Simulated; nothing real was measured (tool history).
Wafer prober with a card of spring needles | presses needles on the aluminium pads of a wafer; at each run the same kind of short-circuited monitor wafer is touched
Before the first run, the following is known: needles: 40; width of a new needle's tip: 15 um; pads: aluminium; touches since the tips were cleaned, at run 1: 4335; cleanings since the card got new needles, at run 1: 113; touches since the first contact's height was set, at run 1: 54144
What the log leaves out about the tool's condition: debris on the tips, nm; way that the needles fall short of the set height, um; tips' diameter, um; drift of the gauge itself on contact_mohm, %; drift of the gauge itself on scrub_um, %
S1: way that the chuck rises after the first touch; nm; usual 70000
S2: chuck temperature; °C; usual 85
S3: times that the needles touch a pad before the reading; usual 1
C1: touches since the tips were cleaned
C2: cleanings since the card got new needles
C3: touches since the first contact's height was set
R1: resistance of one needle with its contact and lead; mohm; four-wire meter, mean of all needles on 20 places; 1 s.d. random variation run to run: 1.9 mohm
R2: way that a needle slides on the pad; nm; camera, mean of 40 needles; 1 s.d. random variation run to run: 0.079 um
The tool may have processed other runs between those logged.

run,day,S1,S2,S3,C1,C2,C3,R1,R2
1,0,70000,85,1,4335,113,54144,201,17840
# day 0.438: tips cleaned on abrasive film
# day 1.6: tips cleaned on abrasive film
2,2.15,70000,85,1,4367,115,71138,199,17730
# day 2.596: tips cleaned on abrasive film
# day 3.625: tips cleaned on abrasive film
# day 4.654: tips cleaned on abrasive film
3,4.875,70000,85,1,1768,118,92642,202,17870
# day 5.7: tips cleaned on abrasive film
4,6.275,70000,85,1,4566,119,103695,201,17810
# day 6.762: tips cleaned on abrasive film
# day 7.817: tips cleaned on abrasive film
5,8.446,70000,85,1,4982,121,120834,205,17630
# day 8.829: tips cleaned on abrasive film
# day 9.917: tips cleaned on abrasive film
# day 11.092: tips cleaned on abrasive film
6,11.092,70000,85,1,0,124,141717,203,17710
# day 12.092: tips cleaned on abrasive film
# day 12.692: height of the first contact set anew
# day 13.217: tips cleaned on abrasive film
7,13.404,70000,85,1,1474,126,5609,199,17650
# day 14.212: tips cleaned on abrasive film
# day 15.208: tips cleaned on abrasive film
8,15.575,70000,85,1,2910,128,22744,203,17590
# day 16.179: tips cleaned on abrasive film
# day 17.167: tips cleaned on abrasive film
9,17.983,70000,85,2,6483,130,41776,203,17600
# day 18.162: tips cleaned on abrasive film
# day 19.233: tips cleaned on abrasive film
10,19.275,70000,85,2,328,132,51945,199,17570
# day 20.4: tips cleaned on abrasive film
# day 21.458: tips cleaned on abrasive film
11,22.342,70000,85,2,7017,134,76210,201,17540
# day 22.567: tips cleaned on abrasive film
# day 23.629: tips cleaned on abrasive film
# day 24.704: tips cleaned on abrasive film
12,24.704,70000,85,2,0,137,94835,198,17400
# day 25.721: tips cleaned on abrasive film
# day 26.771: tips cleaned on abrasive film
13,27.446,70000,85,1,5366,139,116519,201,17330
# day 27.929: tips cleaned on abrasive film
# day 29.054: tips cleaned on abrasive film
# day 30.071: tips cleaned on abrasive film
14,30.479,70000,85,1,3225,142,140452,204,17430
# day 31.088: tips cleaned on abrasive film
# day 32.162: tips cleaned on abrasive film
# day 32.175: height of the first contact set anew
15,32.717,70000,85,1,4305,144,4305,199,17310
# day 33.238: gauge calibrated
# day 33.242: tips cleaned on abrasive film
# day 34.275: tips cleaned on abrasive film
16,34.358,70000,85,2,656,146,17267,200,17900
# day 35.371: tips cleaned on abrasive film
# day 36.429: tips cleaned on abrasive film
17,36.738,70000,85,2,2468,148,36071,201,17780
# day 37.483: tips cleaned on abrasive film
# day 38.55: tips cleaned on abrasive film
18,38.629,65000,75,2,636,150,50998,201,16650
# day 39.596: tips cleaned on abrasive film
# day 40.708: tips cleaned on abrasive film
19,41.333,63000,122,1,4936,152,72357,211,16070
# day 41.762: tips cleaned on abrasive film
# day 42.788: tips cleaned on abrasive film
20,43.212,54000,98,1,3361,154,87194,206,13750
# day 43.8: tips cleaned on abrasive film
21,44.458,54000,98,1,5205,155,97030,208,13660
# day 44.788: tips cleaned on abrasive film
# day 45.888: tips cleaned on abrasive film
22,46.621,63000,98,3,5822,157,114118,207,15840
# day 46.867: tips cleaned on abrasive film
# day 47.979: tips cleaned on abrasive film
23,48.212,81000,99,3,1863,159,126678,201,20460
# day 49.112: tips cleaned on abrasive film
# day 50.154: tips cleaned on abrasive film
# day 51.229: tips cleaned on abrasive film
24,51.312,82000,85,1,650,162,151135,201,20620
# day 51.808: height of the first contact set anew
# day 52.3: tips cleaned on abrasive film
25,52.608,57000,41,1,2434,163,6319,196,14310
# day 53.412: tips cleaned on abrasive film
26,53.921,57000,53,2,4034,164,16694,196,14290
# day 54.488: tips cleaned on abrasive film
# day 55.462: tips cleaned on abrasive film
27,55.462,52000,46,3,0,166,28839,199,13020
# day 56.592: tips cleaned on abrasive film
# day 57.675: tips cleaned on abrasive film
28,58.388,52000,46,3,5643,168,51988,196,13150
# day 58.775: tips cleaned on abrasive film
# day 59.879: tips cleaned on abrasive film
29,59.879,52000,46,3,0,170,63751,197,12970
# day 60.879: tips cleaned on abrasive film
30,61.683,52000,29,1,6400,171,78022,192,12810

Take each entry between the runs: how does the hidden state at the last listed run before it differ from the hidden state at the first listed run after it?
Run 1 -> run 2: tips cleaned on abrasive film (day 0.438); tips cleaned on abrasive film (day 1.6)
  way that the needles fall short of the set height, um: 0.01 -> 0.02; drift of the gauge itself on scrub_um, %: 0 -> -0.17
  what was measured, less what the result would be without the hidden state, R2: +0 -> -30 nm
Run 2 -> run 3: tips cleaned on abrasive film (day 2.596); tips cleaned on abrasive film (day 3.625); tips cleaned on abrasive film (day 4.654)
  debris on the tips, nm: 2 -> 1.1; way that the needles fall short of the set height, um: 0.02 -> 0.03; drift of the gauge itself on scrub_um, %: -0.17 -> -0.38
  what was measured, less what the result would be without the hidden state, R2: -30 -> -70 nm
Run 3 -> run 4: tips cleaned on abrasive film (day 5.7)
  debris on the tips, nm: 1.1 -> 2; drift of the gauge itself on scrub_um, %: -0.38 -> -0.49
  what was measured, less what the result would be without the hidden state, R2: -70 -> -100 nm
Run 4 -> run 5: tips cleaned on abrasive film (day 6.762); tips cleaned on abrasive film (day 7.817)
  debris on the tips, nm: 2 -> 2.1; way that the needles fall short of the set height, um: 0.03 -> 0.04; drift of the gauge itself on scrub_um, %: -0.49 -> -0.66
  what was measured, less what the result would be without the hidden state, R2: -100 -> -130 nm
Run 5 -> run 6: tips cleaned on abrasive film (day 8.829); tips cleaned on abrasive film (day 9.917); tips cleaned on abrasive film (day 11.092)
  debris on the tips, nm: 2.1 -> 0.3; way that the needles fall short of the set height, um: 0.04 -> 0.05; tips' diameter, um: 15.11 -> 15.12; drift of the gauge itself on scrub_um, %: -0.66 -> -0.87
  what was measured, less what the result would be without the hidden state, R2: -130 -> -160 nm
Run 6 -> run 7: tips cleaned on abrasive film (day 12.092); height of the first contact set anew (day 12.692); tips cleaned on abrasive film (day 13.217)
  debris on the tips, nm: 0.3 -> 1; way that the needles fall short of the set height, um: 0.05 -> 0; drift of the gauge itself on scrub_um, %: -0.87 -> -1.05
  what was measured, less what the result would be without the hidden state, R2: -160 -> -180 nm
Run 7 -> run 8: tips cleaned on abrasive film (day 14.212); tips cleaned on abrasive film (day 15.208)
  debris on the tips, nm: 1 -> 1.4; way that the needles fall short of the set height, um: 0 -> 0.01; drift of the gauge itself on scrub_um, %: -1.05 -> -1.22
  what was measured, less what the result would be without the hidden state, R2: -180 -> -220 nm
Run 8 -> run 9: tips cleaned on abrasive film (day 16.179); tips cleaned on abrasive film (day 17.167)
  debris on the tips, nm: 1.4 -> 2.4; drift of the gauge itself on scrub_um, %: -1.22 -> -1.41
  what was measured, less what the result would be without the hidden state, R2: -220 -> -250 nm
Run 9 -> run 10: tips cleaned on abrasive film (day 18.162); tips cleaned on abrasive film (day 19.233)
  debris on the tips, nm: 2.4 -> 0.4; way that the needles fall short of the set height, um: 0.01 -> 0.02; drift of the gauge itself on scrub_um, %: -1.41 -> -1.51
  what was measured, less what the result would be without the hidden state, R2: -250 -> -280 nm
Run 10 -> run 11: tips cleaned on abrasive film (day 20.4); tips cleaned on abrasive film (day 21.458)
  debris on the tips, nm: 0.4 -> 2.4; tips' diameter, um: 15.12 -> 15.13; drift of the gauge itself on scrub_um, %: -1.51 -> -1.75
  what was measured, less what the result would be without the hidden state, R2: -280 -> -320 nm
Run 11 -> run 12: tips cleaned on abrasive film (day 22.567); tips cleaned on abrasive film (day 23.629); tips cleaned on abrasive film (day 24.704)
  debris on the tips, nm: 2.4 -> 0.3; way that the needles fall short of the set height, um: 0.02 -> 0.03; drift of the gauge itself on scrub_um, %: -1.75 -> -1.94
  what was measured, less what the result would be without the hidden state, R2: -320 -> -350 nm
Run 12 -> run 13: tips cleaned on abrasive film (day 25.721); tips cleaned on abrasive film (day 26.771)
  debris on the tips, nm: 0.3 -> 2.1; way that the needles fall short of the set height, um: 0.03 -> 0.04; drift of the gauge itself on scrub_um, %: -1.94 -> -2.15
  what was measured, less what the result would be without the hidden state, R2: -350 -> -390 nm
Run 13 -> run 14: tips cleaned on abrasive film (day 27.929); tips cleaned on abrasive film (day 29.054); tips cleaned on abrasive film (day 30.071)
  debris on the tips, nm: 2.1 -> 1.5; drift of the gauge itself on scrub_um, %: -2.15 -> -2.39
  what was measured, less what the result would be without the hidden state, R2: -390 -> -430 nm
Run 14 -> run 15: tips cleaned on abrasive film (day 31.088); tips cleaned on abrasive film (day 32.162); height of the first contact set anew (day 32.175)
  debris on the tips, nm: 1.5 -> 1.8; way that the needles fall short of the set height, um: 0.04 -> 0; tips' diameter, um: 15.13 -> 15.14; drift of the gauge itself on scrub_um, %: -2.39 -> -2.56
  what was measured, less what the result would be without the hidden state, R2: -430 -> -450 nm
Run 15 -> run 16: gauge calibrated (day 33.238); tips cleaned on abrasive film (day 33.242); tips cleaned on abrasive film (day 34.275)
  debris on the tips, nm: 1.8 -> 0.5; way that the needles fall short of the set height, um: 0 -> 0.01; drift of the gauge itself on scrub_um, %: -2.56 -> -0.09
  what was measured, less what the result would be without the hidden state, R2: -450 -> -20 nm
Run 16 -> run 17: tips cleaned on abrasive film (day 35.371); tips cleaned on abrasive film (day 36.429)
  debris on the tips, nm: 0.5 -> 1.3; drift of the gauge itself on scrub_um, %: -0.09 -> -0.27
  what was measured, less what the result would be without the hidden state, R2: -20 -> -50 nm
Run 17 -> run 18: tips cleaned on abrasive film (day 37.483); tips cleaned on abrasive film (day 38.55)
  debris on the tips, nm: 1.3 -> 0.5; way that the needles fall short of the set height, um: 0.01 -> 0.02; drift of the gauge itself on scrub_um, %: -0.27 -> -0.42
  what was measured, less what the result would be without the hidden state, R2: -50 -> -70 nm
Run 18 -> run 19: tips cleaned on abrasive film (day 39.596); tips cleaned on abrasive film (day 40.708)
  debris on the tips, nm: 0.5 -> 2.1; drift of the gauge itself on scrub_um, %: -0.42 -> -0.63
  what was measured, less what the result would be without the hidden state, R2: -70 -> -110 nm
Run 19 -> run 20: tips cleaned on abrasive film (day 41.762); tips cleaned on abrasive film (day 42.788)
  debris on the tips, nm: 2.1 -> 1.6; way that the needles fall short of the set height, um: 0.02 -> 0.03; drift of the gauge itself on scrub_um, %: -0.63 -> -0.78
  what was measured, less what the result would be without the hidden state, R2: -110 -> -120 nm
Run 20 -> run 21: tips cleaned on abrasive film (day 43.8)
  debris on the tips, nm: 1.6 -> 2.1; tips' diameter, um: 15.14 -> 15.15; drift of the gauge itself on scrub_um, %: -0.78 -> -0.88
  what was measured, less what the result would be without the hidden state, R2: -120 -> -130 nm
Run 21 -> run 22: tips cleaned on abrasive film (day 44.788); tips cleaned on abrasive film (day 45.888)
  way that the needles fall short of the set height, um: 0.03 -> 0.04; drift of the gauge itself on scrub_um, %: -0.88 -> -1.05
  what was measured, less what the result would be without the hidden state, R2: -130 -> -180 nm
Run 22 -> run 23: tips cleaned on abrasive film (day 46.867); tips cleaned on abrasive film (day 47.979)
  debris on the tips, nm: 2.1 -> 1.1; drift of the gauge itself on scrub_um, %: -1.05 -> -1.17
  what was measured, less what the result would be without the hidden state, R2: -180 -> -250 nm
Run 23 -> run 24: tips cleaned on abrasive film (day 49.112); tips cleaned on abrasive film (day 50.154); tips cleaned on abrasive film (day 51.229)
  debris on the tips, nm: 1.1 -> 0.5; way that the needles fall short of the set height, um: 0.04 -> 0.05; drift of the gauge itself on scrub_um, %: -1.17 -> -1.42
  what was measured, less what the result would be without the hidden state, R2: -250 -> -310 nm
Run 24 -> run 25: height of the first contact set anew (day 51.808); tips cleaned on abrasive film (day 52.3)
  debris on the tips, nm: 0.5 -> 1.3; way that the needles fall short of the set height, um: 0.05 -> 0; drift of the gauge itself on scrub_um, %: -1.42 -> -1.52
  what was measured, less what the result would be without the hidden state, R2: -310 -> -220 nm
Run 25 -> run 26: tips cleaned on abrasive film (day 53.412)
  debris on the tips, nm: 1.3 -> 2; drift of the gauge itself on scrub_um, %: -1.52 -> -1.62
  what was measured, less what the result would be without the hidden state, R2: -220 -> -240 nm
Run 26 -> run 27: tips cleaned on abrasive film (day 54.488); tips cleaned on abrasive film (day 55.462)
  debris on the tips, nm: 2 -> 0.1; way that the needles fall short of the set height, um: 0 -> 0.01; tips' diameter, um: 15.15 -> 15.16; drift of the gauge itself on scrub_um, %: -1.62 -> -1.74
  what was measured, less what the result would be without the hidden state, R2: -240 -> -230 nm
Run 27 -> run 28: tips cleaned on abrasive film (day 56.592); tips cleaned on abrasive film (day 57.675)
  debris on the tips, nm: 0.1 -> 2.2; way that the needles fall short of the set height, um: 0.01 -> 0.02; drift of the gauge itself on scrub_um, %: -1.74 -> -1.97
  what was measured, less what the result would be without the hidden state, R2: -230 -> -270 nm
Run 28 -> run 29: tips cleaned on abrasive film (day 58.775); tips cleaned on abrasive film (day 59.879)
  debris on the tips, nm: 2.2 -> 0.3; drift of the gauge itself on scrub_um, %: -1.97 -> -2.09
  what was measured, less what the result would be without the hidden state, R2: -270 -> -280 nm
Run 29 -> run 30: tips cleaned on abrasive film (day 60.879)
  debris on the tips, nm: 0.3 -> 2.2; drift of the gauge itself on scrub_um, %: -2.09 -> -2.23
  what was measured, less what the result would be without the hidden state, R2: -280 -> -300 nm
